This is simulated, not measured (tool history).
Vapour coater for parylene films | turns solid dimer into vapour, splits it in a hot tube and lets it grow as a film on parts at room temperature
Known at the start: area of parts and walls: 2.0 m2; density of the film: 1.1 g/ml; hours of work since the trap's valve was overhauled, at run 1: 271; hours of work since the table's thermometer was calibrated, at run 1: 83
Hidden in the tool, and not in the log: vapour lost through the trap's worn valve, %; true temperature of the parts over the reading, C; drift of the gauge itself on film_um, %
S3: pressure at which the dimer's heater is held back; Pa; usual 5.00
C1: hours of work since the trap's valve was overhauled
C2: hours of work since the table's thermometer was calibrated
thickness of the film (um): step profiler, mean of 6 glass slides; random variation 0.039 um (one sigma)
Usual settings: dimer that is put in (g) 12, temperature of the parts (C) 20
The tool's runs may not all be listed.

{"run": 1, "hour": 0.0, "dimer that is put in (g)": 12, "temperature of the parts (C)": 20, "S3": 5.0, "C1": 271, "C2": 83, "thickness of the film (um)": 3.9}
{"run": 2, "hour": 29.1, "dimer that is put in (g)": 12, "temperature of the parts (C)": 20, "S3": 5.0, "C1": 283, "C2": 96, "thickness of the film (um)": 3.83}
{"run": 3, "hour": 43.8, "dimer that is put in (g)": 12, "temperature of the parts (C)": 20, "S3": 6.3, "C1": 290, "C2": 102, "thickness of the film (um)": 3.6}
{"run": 4, "hour": 72.7, "dimer that is put in (g)": 12, "temperature of the parts (C)": 20, "S3": 6.3, "C1": 302, "C2": 115, "thickness of the film (um)": 3.62}
{"run": 5, "hour": 93.1, "dimer that is put in (g)": 12, "temperature of the parts (C)": 20, "S3": 6.3, "C1": 311, "C2": 123, "thickness of the film (um)": 3.71}
{"run": 6, "hour": 122.3, "dimer that is put in (g)": 6, "temperature of the parts (C)": 20, "S3": 5.0, "C1": 323, "C2": 136, "thickness of the film (um)": 1.93}
{"run": 7, "hour": 154.1, "dimer that is put in (g)": 12, "temperature of the parts (C)": 20, "S3": 5.0, "C1": 337, "C2": 150, "thickness of the film (um)": 3.81}
{"run": 8, "hour": 173.7, "dimer that is put in (g)": 12, "temperature of the parts (C)": 20, "S3": 5.54, "C1": 345, "C2": 158, "thickness of the film (um)": 3.77}
{"run": 9, "hour": 196.0, "dimer that is put in (g)": 12, "temperature of the parts (C)": 20, "S3": 5.54, "C1": 355, "C2": 168, "thickness of the film (um)": 3.7}
{"run": 10, "hour": 218.1, "dimer that is put in (g)": 12, "temperature of the parts (C)": 14, "S3": 5.54, "C1": 365, "C2": 177, "thickness of the film (um)": 4.12}
{"run": 11, "hour": 248.5, "dimer that is put in (g)": 12, "temperature of the parts (C)": 14, "S3": 5.54, "C1": 378, "C2": 190, "thickness of the film (um)": 4.07}
{"run": 12, "hour": 273.6, "dimer that is put in (g)": 12, "temperature of the parts (C)": 20, "S3": 2.54, "C1": 388, "C2": 201, "thickness of the film (um)": 4.41}
{"run": 13, "hour": 295.9, "dimer that is put in (g)": 12, "temperature of the parts (C)": 20, "S3": 2.54, "C1": 398, "C2": 210, "thickness of the film (um)": 4.38}
{"run": 14, "hour": 313.3, "dimer that is put in (g)": 12, "temperature of the parts (C)": 20, "S3": 2.54, "C1": 405, "C2": 218, "thickness of the film (um)": 4.38}
{"hour": 320.1, "done": "trap's valve overhauled"}
{"run": 15, "hour": 339.7, "dimer that is put in (g)": 12, "temperature of the parts (C)": 20, "S3": 2.54, "C1": 8, "C2": 228, "thickness of the film (um)": 4.12}
{"run": 16, "hour": 366.0, "dimer that is put in (g)": 12, "temperature of the parts (C)": 20, "S3": 2.54, "C1": 20, "C2": 239, "thickness of the film (um)": 4.1}
{"run": 17, "hour": 387.8, "dimer that is put in (g)": 12, "temperature of the parts (C)": 20, "S3": 5.0, "C1": 29, "C2": 248, "thickness of the film (um)": 3.55}
{"run": 18, "hour": 411.6, "dimer that is put in (g)": 12, "temperature of the parts (C)": 15, "S3": 5.0, "C1": 39, "C2": 258, "thickness of the film (um)": 3.85}
{"hour": 428.7, "done": "trap's valve overhauled, once more"}
{"run": 19, "hour": 435.1, "dimer that is put in (g)": 12, "temperature of the parts (C)": 20, "S3": 5.0, "C1": 3, "C2": 267, "thickness of the film (um)": 4.05}
{"run": 20, "hour": 464.6, "dimer that is put in (g)": 12, "temperature of the parts (C)": 20, "S3": 5.0, "C1": 15, "C2": 280, "thickness of the film (um)": 4.09}
{"run": 21, "hour": 491.1, "dimer that is put in (g)": 12, "temperature of the parts (C)": 29, "S3": 5.0, "C1": 27, "C2": 291, "thickness of the film (um)": 3.41}
{"run": 22, "hour": 513.6, "dimer that is put in (g)": 12, "temperature of the parts (C)": 29, "S3": 5.0, "C1": 36, "C2": 301, "thickness of the film (um)": 3.43}
{"run": 23, "hour": 535.9, "dimer that is put in (g)": 12, "temperature of the parts (C)": 29, "S3": 5.0, "C1": 46, "C2": 310, "thickness of the film (um)": 3.38}
{"run": 24, "hour": 563.3, "dimer that is put in (g)": 12, "temperature of the parts (C)": 24, "S3": 2.41, "C1": 58, "C2": 322, "thickness of the film (um)": 4.41}
{"run": 25, "hour": 580.5, "dimer that is put in (g)": 12, "temperature of the parts (C)": 24, "S3": 2.41, "C1": 65, "C2": 329, "thickness of the film (um)": 4.39}
{"run": 26, "hour": 599.6, "dimer that is put in (g)": 12, "temperature of the parts (C)": 25, "S3": 2.54, "C1": 73, "C2": 338, "thickness of the film (um)": 4.25}
{"run": 27, "hour": 618.5, "dimer that is put in (g)": 7, "temperature of the parts (C)": 32, "S3": 5.93, "C1": 82, "C2": 346, "thickness of the film (um)": 1.82}
{"run": 28, "hour": 638.6, "dimer that is put in (g)": 5, "temperature of the parts (C)": 12, "S3": 4.57, "C1": 90, "C2": 354, "thickness of the film (um)": 1.99}
{"run": 29, "hour": 670.1, "dimer that is put in (g)": 5, "temperature of the parts (C)": 12, "S3": 4.57, "C1": 104, "C2": 368, "thickness of the film (um)": 1.93}
{"run": 30, "hour": 693.1, "dimer that is put in (g)": 10, "temperature of the parts (C)": 16, "S3": 6.44, "C1": 114, "C2": 378, "thickness of the film (um)": 3.33}
{"run": 31, "hour": 720.8, "dimer that is put in (g)": 5, "temperature of the parts (C)": 20, "S3": 5.0, "C1": 126, "C2": 390, "thickness of the film (um)": 1.6}
{"run": 32, "hour": 737.5, "dimer that is put in (g)": 20, "temperature of the parts (C)": 13, "S3": 4.39, "C1": 133, "C2": 397, "thickness of the film (um)": 7.68}
{"run": 33, "hour": 758.3, "dimer that is put in (g)": 20, "temperature of the parts (C)": 13, "S3": 4.39, "C1": 142, "C2": 406, "thickness of the film (um)": 7.67}
{"run": 34, "hour": 774.9, "dimer that is put in (g)": 12, "temperature of the parts (C)": 23, "S3": 7.51, "C1": 149, "C2": 413, "thickness of the film (um)": 3.45}
{"run": 35, "hour": 805.2, "dimer that is put in (g)": 12, "temperature of the parts (C)": 23, "S3": 7.51, "C1": 162, "C2": 426, "thickness of the film (um)": 3.4}
{"run": 36, "hour": 829.2, "dimer that is put in (g)": 12, "temperature of the parts (C)": 32, "S3": 11.54, "C1": 172, "C2": 436, "thickness of the film (um)": 2.66}
{"run": 37, "hour": 858.1, "dimer that is put in (g)": 11, "temperature of the parts (C)": 32, "S3": 11.54, "C1": 185, "C2": 449, "thickness of the film (um)": 2.43}
{"run": 38, "hour": 879.2, "dimer that is put in (g)": 6, "temperature of the parts (C)": 17, "S3": 11.54, "C1": 194, "C2": 458, "thickness of the film (um)": 1.65}
{"run": 39, "hour": 899.5, "dimer that is put in (g)": 21, "temperature of the parts (C)": 13, "S3": 5.0, "C1": 202, "C2": 466, "thickness of the film (um)": 7.63}
{"run": 40, "hour": 918.5, "dimer that is put in (g)": 7, "temperature of the parts (C)": 15, "S3": 5.0, "C1": 210, "C2": 475, "thickness of the film (um)": 2.47}

4 ways to go on from here, each from the tool as it stands after run 40. What would each give?
{"run": "A", "hour": 941.0, "dimer that is put in (g)": 9, "temperature of the parts (C)": 15, "S3": 2.47, "C1": 220, "C2": 484, "thickness of the film (um)": "?"}
{"run": "B", "hour": 941.0, "dimer that is put in (g)": 13, "temperature of the parts (C)": 14, "S3": 7.72, "C1": 220, "C2": 484, "thickness of the film (um)": "?"}
{"run": "C", "hour": 941.0, "dimer that is put in (g)": 11, "temperature of the parts (C)": 20, "S3": 5.82, "C1": 220, "C2": 484, "thickness of the film (um)": "?"}
{"run": "D", "hour": 941.0, "dimer that is put in (g)": 15, "temperature of the parts (C)": 20, "S3": 3.8, "C1": 220, "C2": 484, "thickness of the film (um)": "?"}

run=A thickness_of_the_film_(um)=3.73
run=B thickness_of_the_film_(um)=4.21
run=C thickness_of_the_film_(um)=3.36
run=D thickness_of_the_film_(um)=5.22
Without the tool's hidden state the same runs would have given:
run=A thickness_of_the_film_(um)=3.96
run=B thickness_of_the_film_(um)=4.48
run=C thickness_of_the_film_(um)=3.57
run=D thickness_of_the_film_(um)=5.55

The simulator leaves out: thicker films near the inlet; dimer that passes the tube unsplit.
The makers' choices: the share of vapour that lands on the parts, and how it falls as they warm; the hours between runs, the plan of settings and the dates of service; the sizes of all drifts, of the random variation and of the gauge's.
